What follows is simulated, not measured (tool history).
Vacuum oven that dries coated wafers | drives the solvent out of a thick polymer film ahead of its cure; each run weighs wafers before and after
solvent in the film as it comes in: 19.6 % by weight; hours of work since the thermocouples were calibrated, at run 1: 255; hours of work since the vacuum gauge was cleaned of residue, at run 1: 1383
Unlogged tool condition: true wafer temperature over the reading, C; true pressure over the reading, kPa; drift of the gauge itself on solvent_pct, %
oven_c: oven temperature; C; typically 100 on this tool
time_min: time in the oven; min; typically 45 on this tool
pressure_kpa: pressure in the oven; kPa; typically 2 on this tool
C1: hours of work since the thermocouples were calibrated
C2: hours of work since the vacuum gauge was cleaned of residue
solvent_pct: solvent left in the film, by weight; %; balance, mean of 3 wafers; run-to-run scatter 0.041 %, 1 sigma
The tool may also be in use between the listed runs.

{"run": 1, "hour": 0.0, "oven_c": 100, "time_min": 45, "pressure_kpa": 2, "C1": 255, "C2": 1383, "solvent_pct": 3.93}
{"run": 2, "hour": 38.9, "oven_c": 104, "time_min": 45, "pressure_kpa": 2, "C1": 277, "C2": 1404, "solvent_pct": 3.15}
{"run": 3, "hour": 92.3, "oven_c": 106, "time_min": 45, "pressure_kpa": 2, "C1": 306, "C2": 1434, "solvent_pct": 2.94}
{"run": 4, "hour": 131.7, "oven_c": 106, "time_min": 45, "pressure_kpa": 2, "C1": 327, "C2": 1455, "solvent_pct": 2.97}
{"run": 5, "hour": 171.0, "oven_c": 106, "time_min": 45, "pressure_kpa": 2, "C1": 349, "C2": 1477, "solvent_pct": 2.93}
{"run": 6, "hour": 226.1, "oven_c": 100, "time_min": 49, "pressure_kpa": 2, "C1": 379, "C2": 1507, "solvent_pct": 3.79}
{"run": 7, "hour": 309.6, "oven_c": 100, "time_min": 49, "pressure_kpa": 2, "C1": 425, "C2": 1553, "solvent_pct": 3.94}
{"run": 8, "hour": 346.0, "oven_c": 100, "time_min": 45, "pressure_kpa": 2, "C1": 445, "C2": 1573, "solvent_pct": 4.03}
{"run": 9, "hour": 415.2, "oven_c": 100, "time_min": 45, "pressure_kpa": 2, "C1": 483, "C2": 1611, "solvent_pct": 4}
{"run": 10, "hour": 466.8, "oven_c": 100, "time_min": 58, "pressure_kpa": 2, "C1": 512, "C2": 1640, "solvent_pct": 3.77}
{"run": 11, "hour": 546.5, "oven_c": 100, "time_min": 58, "pressure_kpa": 2, "C1": 555, "C2": 1683, "solvent_pct": 3.78}
{"run": 12, "hour": 617.3, "oven_c": 100, "time_min": 58, "pressure_kpa": 2, "C1": 594, "C2": 1722, "solvent_pct": 3.84}
{"run": 13, "hour": 662.3, "oven_c": 100, "time_min": 58, "pressure_kpa": 2, "C1": 619, "C2": 1747, "solvent_pct": 3.86}
{"run": 14, "hour": 714.2, "oven_c": 98, "time_min": 23, "pressure_kpa": 2.06, "C1": 648, "C2": 1775, "solvent_pct": 6.89}
{"run": 15, "hour": 773.2, "oven_c": 98, "time_min": 23, "pressure_kpa": 2.06, "C1": 680, "C2": 1808, "solvent_pct": 6.96}
{"run": 16, "hour": 856.9, "oven_c": 97, "time_min": 30, "pressure_kpa": 1.07, "C1": 726, "C2": 1854, "solvent_pct": 4.9}
{"run": 17, "hour": 937.4, "oven_c": 97, "time_min": 30, "pressure_kpa": 1.07, "C1": 770, "C2": 1898, "solvent_pct": 4.9}
{"run": 18, "hour": 1000.8, "oven_c": 107, "time_min": 30, "pressure_kpa": 7.81, "C1": 805, "C2": 1933, "solvent_pct": 10.16}
{"run": 19, "hour": 1048.4, "oven_c": 107, "time_min": 30, "pressure_kpa": 7.81, "C1": 831, "C2": 1959, "solvent_pct": 10.09}
{"run": 20, "hour": 1117.3, "oven_c": 94, "time_min": 45, "pressure_kpa": 4.77, "C1": 869, "C2": 1997, "solvent_pct": 10.89}
{"run": 21, "hour": 1203.8, "oven_c": 97, "time_min": 45, "pressure_kpa": 2, "C1": 916, "C2": 2044, "solvent_pct": 5.15}
{"run": 22, "hour": 1284.5, "oven_c": 97, "time_min": 45, "pressure_kpa": 2, "C1": 961, "C2": 2089, "solvent_pct": 5.27}
{"hour": 1351.2, "done": "vacuum gauge cleaned of residue and calibrated"}
{"run": 23, "hour": 1351.2, "oven_c": 97, "time_min": 53, "pressure_kpa": 6.24, "C1": 997, "C2": 0, "solvent_pct": 10.95}
{"run": 24, "hour": 1426.8, "oven_c": 97, "time_min": 53, "pressure_kpa": 6.24, "C1": 1038, "C2": 42, "solvent_pct": 10.8}
{"run": 25, "hour": 1512.1, "oven_c": 88, "time_min": 45, "pressure_kpa": 2.58, "C1": 1085, "C2": 88, "solvent_pct": 8.58}

What if the next run were any one of these 4? Each begins from the tool's condition after run 25:
{"run": "A", "hour": 1596.5, "oven_c": 100, "time_min": 37, "pressure_kpa": 6.58, "C1": 1131, "C2": 135, "solvent_pct": "?"}
{"run": "B", "hour": 1596.5, "oven_c": 88, "time_min": 45, "pressure_kpa": 1.2, "C1": 1131, "C2": 135, "solvent_pct": "?"}
{"run": "C", "hour": 1596.5, "oven_c": 108, "time_min": 24, "pressure_kpa": 2.58, "C1": 1131, "C2": 135, "solvent_pct": "?"}
{"run": "D", "hour": 1596.5, "oven_c": 106, "time_min": 29, "pressure_kpa": 2, "C1": 1131, "C2": 135, "solvent_pct": "?"}

run=A solvent_pct=10.56
run=B solvent_pct=5.8
run=C solvent_pct=3.94
run=D solvent_pct=3.29
Had the tool no hidden state, the same runs would have come out as:
run=A solvent_pct=9.99
run=B solvent_pct=5.29
run=C solvent_pct=3.63
run=D solvent_pct=3.01

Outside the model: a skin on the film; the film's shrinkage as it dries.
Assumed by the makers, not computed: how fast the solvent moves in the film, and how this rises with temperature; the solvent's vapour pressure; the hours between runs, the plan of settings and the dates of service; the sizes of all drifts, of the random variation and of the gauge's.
